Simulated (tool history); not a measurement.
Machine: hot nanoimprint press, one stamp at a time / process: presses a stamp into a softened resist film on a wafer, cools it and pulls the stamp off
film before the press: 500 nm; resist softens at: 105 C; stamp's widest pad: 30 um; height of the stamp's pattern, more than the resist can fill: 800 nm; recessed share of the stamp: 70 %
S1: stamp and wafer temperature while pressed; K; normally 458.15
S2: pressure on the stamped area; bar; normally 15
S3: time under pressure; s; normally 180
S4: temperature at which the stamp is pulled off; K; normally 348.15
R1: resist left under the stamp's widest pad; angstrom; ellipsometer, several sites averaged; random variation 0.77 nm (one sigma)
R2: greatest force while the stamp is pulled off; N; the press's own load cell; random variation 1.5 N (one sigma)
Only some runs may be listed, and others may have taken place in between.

run 1 day=0 | S1=458.15 S2=15 S3=180 S4=348.15 | R1=2856 R2=246
run 2 day=1.371 | S1=458.15 S2=15 S3=180 S4=348.15 | R1=2861 R2=246
run 3 day=2.396 | S1=458.15 S2=15 S3=180 S4=348.15 | R1=2866 R2=249
run 4 day=3.758 | S1=458.15 S2=15 S3=180 S4=348.15 | R1=2860 R2=250
-- day=4.712 stamp cleaned and given a new release coat
run 5 day=4.712 | S1=458.15 S2=15 S3=180 S4=348.15 | R1=2847 R2=220
run 6 day=5.362 | S1=458.15 S2=15 S3=180 S4=348.15 | R1=2855 R2=223
run 7 day=6.888 | S1=458.15 S2=15 S3=180 S4=348.15 | R1=2864 R2=224
run 8 day=7.642 | S1=458.15 S2=21.2 S3=180 S4=348.15 | R1=2484 R2=223
run 9 day=8.296 | S1=458.15 S2=21.2 S3=180 S4=348.15 | R1=2507 R2=223
run 10 day=9.567 | S1=458.15 S2=15 S3=180 S4=348.15 | R1=2833 R2=224
-- day=9.821 plate thermocouple calibrated
run 11 day=10.679 | S1=458.15 S2=15 S3=180 S4=348.15 | R1=2798 R2=222
run 12 day=11.412 | S1=458.15 S2=15 S3=180 S4=348.15 | R1=2796 R2=222
run 13 day=12.696 | S1=460.15 S2=15.3 S3=106 S4=348.15 | R1=3133 R2=225
run 14 day=13.379 | S1=458.15 S2=15 S3=142 S4=343.15 | R1=3010 R2=242
run 15 day=14.05 | S1=459.15 S2=12 S3=148 S4=343.15 | R1=3127 R2=241
run 16 day=15.05 | S1=468.15 S2=15 S3=137 S4=343.15 | R1=2345 R2=243

The next listed run, before its measurement:
run 17 day=16.633 | S1=449.15 S2=9.2 S3=171 S4=340.15 | R1=? R2=?

R1: 3972 angstrom
R2: 256 N
Without the tool's hidden state the same run would have given R1 4061 angstrom, R2 250 N.
